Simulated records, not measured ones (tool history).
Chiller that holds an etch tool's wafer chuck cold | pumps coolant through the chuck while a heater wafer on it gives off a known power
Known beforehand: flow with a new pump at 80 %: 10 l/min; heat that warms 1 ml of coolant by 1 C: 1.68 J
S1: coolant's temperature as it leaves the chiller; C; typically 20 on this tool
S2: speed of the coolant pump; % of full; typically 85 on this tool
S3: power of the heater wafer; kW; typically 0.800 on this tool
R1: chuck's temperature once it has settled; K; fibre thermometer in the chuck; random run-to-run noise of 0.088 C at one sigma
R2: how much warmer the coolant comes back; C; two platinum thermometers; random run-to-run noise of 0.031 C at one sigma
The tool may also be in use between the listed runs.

Run 1, hour 0.0: usual settings. Result: R1 298.49 K, R2 2.84 C.
Run 2, hour 44.7: usual settings but S2 89 % of full. Result: R1 298.32 K, R2 2.77 C.
Run 3, hour 101.6: usual settings but S2 89 % of full. Result: R1 298.41 K, R2 2.75 C.
Run 4, hour 147.6: usual settings but S2 89 % of full. Result: R1 298.32 K, R2 2.71 C.
Run 5, hour 214.3: usual settings but S2 89 % of full. Result: R1 298.44 K, R2 2.68 C.
Run 6, hour 257.7: usual settings but S2 89 % of full. Result: R1 298.33 K, R2 2.68 C.
Run 7, hour 291.4: usual settings but S2 89 % of full. Result: R1 298.39 K, R2 2.69 C.
Run 8, hour 340.4: usual settings but S2 89 % of full. Result: R1 298.31 K, R2 2.67 C.
Run 9, hour 408.8: usual settings but S2 89 % of full. Result: R1 298.43 K, R2 2.75 C.
Run 10, hour 461.6: usual settings. Result: R1 298.50 K, R2 2.85 C.
Run 11, hour 536.4: usual settings. Result: R1 298.58 K, R2 2.80 C.
Run 12, hour 610.6: usual settings. Result: R1 298.47 K, R2 2.85 C.
Run 13, hour 656.8: usual settings. Result: R1 298.58 K, R2 2.93 C.
Run 14, hour 734.7: usual settings. Result: R1 298.65 K, R2 2.88 C.
Run 15, hour 785.8: usual settings. Result: R1 298.57 K, R2 2.81 C.
Run 16, hour 852.8: usual settings. Result: R1 298.51 K, R2 2.91 C.
At hour 861.4: chiller's thermometer calibrated.
Run 17, hour 913.1: usual settings. Result: R1 298.38 K, R2 2.91 C.
Run 18, hour 946.5: usual settings but S1 12 C, S2 99 % of full. Result: R1 290.25 K, R2 2.49 C.
Run 19, hour 1018.7: usual settings but S1 12 C, S2 99 % of full. Result: R1 289.98 K, R2 2.50 C.
Run 20, hour 1060.8: usual settings but S2 68 % of full, S3 0.896 kW. Result: R1 300.12 K, R2 4.00 C.
Run 21, hour 1101.9: usual settings but S2 68 % of full, S3 0.896 kW. Result: R1 300.15 K, R2 4.01 C.
Run 22, hour 1163.4: usual settings but S1 29 C, S2 74 % of full, S3 1.199 kW. Result: R1 311.12 K, R2 4.93 C.
At hour 1173.3: chiller's thermometer calibrated, once more.
Run 23, hour 1207.9: usual settings but S1 29 C, S2 74 % of full, S3 1.199 kW. Result: R1 311.32 K, R2 4.96 C.
Run 24, hour 1251.3: usual settings but S1 23 C, S2 90 % of full, S3 1.046 kW. Result: R1 303.39 K, R2 3.55 C.
Run 25, hour 1313.7: usual settings but S1 29 C, S2 80 % of full, S3 0.531 kW. Result: R1 306.10 K, R2 2.03 C.
Run 26, hour 1373.7: usual settings but S1 27 C, S2 72 % of full, S3 0.775 kW. Result: R1 306.30 K, R2 3.30 C.
Run 27, hour 1427.6: usual settings but S3 0.533 kW. Result: R1 297.04 K, R2 1.96 C.
Run 28, hour 1482.5: usual settings but S2 78 % of full, S3 0.962 kW. Result: R1 300.38 K, R2 3.83 C.
Run 29, hour 1549.1: usual settings but S1 14 C, S2 91 % of full, S3 0.962 kW. Result: R1 293.79 K, R2 3.27 C.
Run 30, hour 1618.0: usual settings but S1 14 C, S2 91 % of full, S3 0.962 kW. Result: R1 293.68 K, R2 3.32 C.
Run 31, hour 1658.8: usual settings but S1 22 C, S2 91 % of full, S3 0.521 kW. Result: R1 298.75 K, R2 1.79 C.

Difference, measured minus no-hidden-state, one row per run. Run-to-run variation is common to both terms; the gauge's own scatter need not be:
The tool's hidden condition here consists of: heat passed by the chuck's channels, % of clean ones'; flow at a given pump speed, % of a new pump's; coolant's true temperature over the reading, C; drift of the gauge itself on chuck_c, C; drift of the gauge itself on warmer_back_c, C.
run     R1     R2
  1  +0.13  +0.12
  2  +0.13  +0.12
  3  +0.14  +0.13
  4  +0.15  +0.13
  5  +0.16  +0.13
  6  +0.16  +0.13
  7  +0.16  +0.14
  8  +0.18  +0.13
  9  +0.18  +0.15
 10  +0.20  +0.15
 11  +0.20  +0.16
 12  +0.21  +0.16
 13  +0.22  +0.17
 14  +0.23  +0.17
 15  +0.24  +0.18
 16  +0.25  +0.18
 17  +0.21  +0.19
 18  +0.19  +0.16
 19  +0.19  +0.16
 20  +0.35  +0.26
 21  +0.36  +0.28
 22  +0.53  +0.35
 23  +0.80  +0.35
 24  +0.65  +0.26
 25  +0.37  +0.15
 26  +0.56  +0.24
 27  +0.36  +0.14
 28  +0.68  +0.29
 29  +0.64  +0.26
 30  +0.66  +0.26
 31  +0.36  +0.14
